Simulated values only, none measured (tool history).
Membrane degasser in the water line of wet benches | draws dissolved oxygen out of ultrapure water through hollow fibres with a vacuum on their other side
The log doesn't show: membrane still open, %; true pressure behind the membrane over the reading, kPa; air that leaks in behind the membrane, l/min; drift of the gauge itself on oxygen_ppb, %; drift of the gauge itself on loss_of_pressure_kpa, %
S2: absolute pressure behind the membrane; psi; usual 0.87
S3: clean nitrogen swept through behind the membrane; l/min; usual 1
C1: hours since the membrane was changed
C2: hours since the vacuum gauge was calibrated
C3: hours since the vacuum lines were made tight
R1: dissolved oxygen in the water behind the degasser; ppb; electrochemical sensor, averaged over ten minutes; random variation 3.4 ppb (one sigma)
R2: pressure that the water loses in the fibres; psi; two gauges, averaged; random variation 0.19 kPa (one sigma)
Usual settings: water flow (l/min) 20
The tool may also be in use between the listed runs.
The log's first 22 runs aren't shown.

Run 23, hour 1100.5: usual settings but water flow (l/min) 12, S2 0.999 psi, S3 0.72 l/min; C1 2269; C2 6505; C3 4532. Result: R1 199 ppb, R2 3.22 psi.
Run 24, hour 1167.6: usual settings but water flow (l/min) 19, S2 1.549 psi, S3 0.72 l/min; C1 2336; C2 6572; C3 4599. Result: R1 602.3 ppb, R2 5.076 psi.
Run 25, hour 1207.8: usual settings but water flow (l/min) 19, S2 1.549 psi, S3 0.72 l/min; C1 2376; C2 6612; C3 4639. Result: R1 608.9 ppb, R2 5.114 psi.
Run 26, hour 1247.9: usual settings but water flow (l/min) 13, S2 2.145 psi, S3 1.51 l/min; C1 2416; C2 6652; C3 4679. Result: R1 309.6 ppb, R2 3.493 psi.
Run 27, hour 1307.4: usual settings but water flow (l/min) 13, S2 2.145 psi, S3 1.51 l/min; C1 2475; C2 6711; C3 4739. Result: R1 306.8 ppb, R2 3.471 psi.
Run 28, hour 1370.8: usual settings but water flow (l/min) 18, S2 1.157 psi, S3 2.69 l/min; C1 2539; C2 6775; C3 4802. Result: R1 262.3 ppb, R2 4.849 psi.
Run 29, hour 1425.4: usual settings but water flow (l/min) 17, S2 1.13 psi, S3 1.58 l/min; C1 2594; C2 6830; C3 4857. Result: R1 275.9 ppb, R2 4.561 psi.
Run 30, hour 1474.4: usual settings but water flow (l/min) 17, S2 1.13 psi, S3 0.67 l/min; C1 2643; C2 6879; C3 4906. Result: R1 398.8 ppb, R2 4.541 psi.
Run 31, hour 1547.6: usual settings but water flow (l/min) 26, S2 0.679 psi; C1 2716; C2 6952; C3 4979. Result: R1 497.5 ppb, R2 6.978 psi.

3 ways to go on from here, each from the tool as it stands after run 31. What would each give?
Run A, hour 1603.8: usual settings but water flow (l/min) 27, S2 0.798 psi, S3 1.64 l/min; C1 2772; C2 7008; C3 5035. Result: R1 ?, R2 ?.
Run B, hour 1603.8: usual settings but S3 0.68 l/min; C1 2772; C2 7008; C3 5035. Result: R1 ?, R2 ?.
Run C, hour 1603.8: usual settings but water flow (l/min) 14, S2 0.679 psi, S3 1.86 l/min; C1 2772; C2 7008; C3 5035. Result: R1 ?, R2 ?.

run     R1     R2
  A  534.7  7.142
  B  409.9  5.374
  C  123.2  3.685
Without the tool's hidden state the same runs would have given:
run     R1     R2
  A    506  7.005
  B  387.1  5.274
  C  112.8  3.616
